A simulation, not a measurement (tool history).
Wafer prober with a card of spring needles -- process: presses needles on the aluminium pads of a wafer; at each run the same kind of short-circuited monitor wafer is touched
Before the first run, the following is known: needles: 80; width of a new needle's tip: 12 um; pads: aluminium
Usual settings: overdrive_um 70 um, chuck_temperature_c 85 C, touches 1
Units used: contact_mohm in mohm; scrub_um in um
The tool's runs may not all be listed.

run   hour  overdrive_um  chuck_temperature_c  touches  contact_mohm  scrub_um
  1      0            70                   85        1           177     14.17
         3  -- tips cleaned on abrasive film
         7  -- tips cleaned on abrasive film
        12  -- tips cleaned on abrasive film
        17  -- tips cleaned on abrasive film
        22  -- tips cleaned on abrasive film
        26  -- tips cleaned on abrasive film
        30  -- tips cleaned on abrasive film
  2   31.6            70                   85        1           183     13.98
      34.7  -- tips cleaned on abrasive film
      38.7  -- tips cleaned on abrasive film
      43.7  -- tips cleaned on abrasive film
      47.7  -- tips cleaned on abrasive film
  3   49.5            56                   85        1           220      10.8
      52.5  -- tips cleaned on abrasive film
      56.6  -- tips cleaned on abrasive film
      61.5  -- tips cleaned on abrasive film
      66.5  -- tips cleaned on abrasive film
      70.5  -- tips cleaned on abrasive film
      75.5  -- tips cleaned on abrasive film
  4   77.2            56                   85        1           209     10.96
      80.2  -- tips cleaned on abrasive film
      84.2  -- tips cleaned on abrasive film
      89.2  -- tips cleaned on abrasive film
      93.2  -- tips cleaned on abrasive film
      98.2  -- tips cleaned on abrasive film
     103.2  -- tips cleaned on abrasive film
  5  105.6            70                   39        1           193     13.73
     107.7  -- tips cleaned on abrasive film
     112.7  -- tips cleaned on abrasive film
     117.7  -- tips cleaned on abrasive film
     122.6  -- tips cleaned on abrasive film
  6  124.2            70                   85        1           189     13.68
     127.2  -- tips cleaned on abrasive film
     131.2  -- tips cleaned on abrasive film
     131.5  -- height of the first contact set anew
     136.5  -- tips cleaned on abrasive film
     140.5  -- tips cleaned on abrasive film
     145.5  -- tips cleaned on abrasive film
     150.5  -- tips cleaned on abrasive film
     154.5  -- tips cleaned on abrasive film
  7    157            63                   85        1           238     11.36
     159.1  -- tips cleaned on abrasive film
     164.1  -- tips cleaned on abrasive film
     168.1  -- tips cleaned on abrasive film
     172.1  -- tips cleaned on abrasive film
     177.1  -- tips cleaned on abrasive film
  8  177.9            63                   85        1           184     11.13
       182  -- tips cleaned on abrasive film
     186.9  -- tips cleaned on abrasive film
       191  -- tips cleaned on abrasive film
  9  191.6            63                   85        1           181     10.98
     195.7  -- tips cleaned on abrasive film
     200.6  -- tips cleaned on abrasive film
     205.6  -- tips cleaned on abrasive film
     209.6  -- tips cleaned on abrasive film
     214.6  -- tips cleaned on abrasive film
 10    216            63                   45        1           195      11.2
       219  -- tips cleaned on abrasive film
       224  -- tips cleaned on abrasive film
       229  -- tips cleaned on abrasive film
       234  -- tips cleaned on abrasive film
       239  -- tips cleaned on abrasive film
 11  239.3            70                   48        1           156     12.66
     243.3  -- tips cleaned on abrasive film
     248.3  -- tips cleaned on abrasive film
     253.3  -- tips cleaned on abrasive film
     257.3  -- tips cleaned on abrasive film
 12  260.6            70                   85        2           201     12.46
     261.7  -- tips cleaned on abrasive film
     265.7  -- tips cleaned on abrasive film
     270.7  -- tips cleaned on abrasive film
     274.7  -- tips cleaned on abrasive film
     278.7  -- tips cleaned on abrasive film
     283.7  -- tips cleaned on abrasive film
 13  285.1            70                  123        1           197     12.27
     288.1  -- tips cleaned on abrasive film
     292.1  -- tips cleaned on abrasive film
     297.3  -- height of the first contact set anew, once more
     297.4  -- tips cleaned on abrasive film
     302.4  -- tips cleaned on abrasive film
     307.4  -- tips cleaned on abrasive film
     312.4  -- tips cleaned on abrasive film
 14  312.9            67                   89        1           160     13.94
       317  -- tips cleaned on abrasive film
     321.9  -- tips cleaned on abrasive film
       326  -- tips cleaned on abrasive film
     330.9  -- tips cleaned on abrasive film
     335.9  -- tips cleaned on abrasive film
     339.9  -- tips cleaned on abrasive film
 15  342.2            76                   26        1           180     15.55
     344.3  -- tips cleaned on abrasive film
     348.3  -- tips cleaned on abrasive film
     353.3  -- tips cleaned on abrasive film
     357.3  -- tips cleaned on abrasive film
     362.3  -- tips cleaned on abrasive film
     367.3  -- tips cleaned on abrasive film
 16    369            76                   26        1           172     15.64
       372  -- tips cleaned on abrasive film
       377  -- tips cleaned on abrasive film
       382  -- tips cleaned on abrasive film
       387  -- tips cleaned on abrasive film
       392  -- tips cleaned on abrasive film
 17  392.1            76                   26        1           138     15.68
     396.1  -- tips cleaned on abrasive film
     400.1  -- tips cleaned on abrasive film
     405.1  -- tips cleaned on abrasive film
     409.1  -- tips cleaned on abrasive film
     413.1  -- tips cleaned on abrasive film
     418.1  -- tips cleaned on abrasive film
 18  420.3            70                   85        1           210     14.17
     422.3  -- tips cleaned on abrasive film
     427.3  -- tips cleaned on abrasive film
     431.3  -- tips cleaned on abrasive film
     443.3  -- card fitted with new needles
     448.3  -- tips cleaned on abrasive film
     453.3  -- tips cleaned on abrasive film
     458.3  -- tips cleaned on abrasive film
 19  458.6            68                   85        1           139     13.96
     462.6  -- tips cleaned on abrasive film
     467.5  -- tips cleaned on abrasive film
     472.5  -- tips cleaned on abrasive film
     477.5  -- tips cleaned on abrasive film
 20  480.6            70                   54        3           142     14.31
     481.6  -- tips cleaned on abrasive film
     485.6  -- tips cleaned on abrasive film
     489.7  -- tips cleaned on abrasive film
     494.6  -- tips cleaned on abrasive film
     499.6  -- tips cleaned on abrasive film
     503.6  -- tips cleaned on abrasive film
     508.6  -- tips cleaned on abrasive film
     512.6  -- tips cleaned on abrasive film
 21  513.5            70                   28        1           142     14.45

Forecast run 22:
     517.5  -- tips cleaned on abrasive film
     522.5  -- tips cleaned on abrasive film
     527.5  -- tips cleaned on abrasive film
 22  529.8            70                   28        1             ?         ?

{"run 22": {"contact_mohm": 162, "scrub_um": 14.33}}
Minus the tool's unlogged condition, the same run would have read contact_mohm 122 mohm, scrub_um 14.63 um.
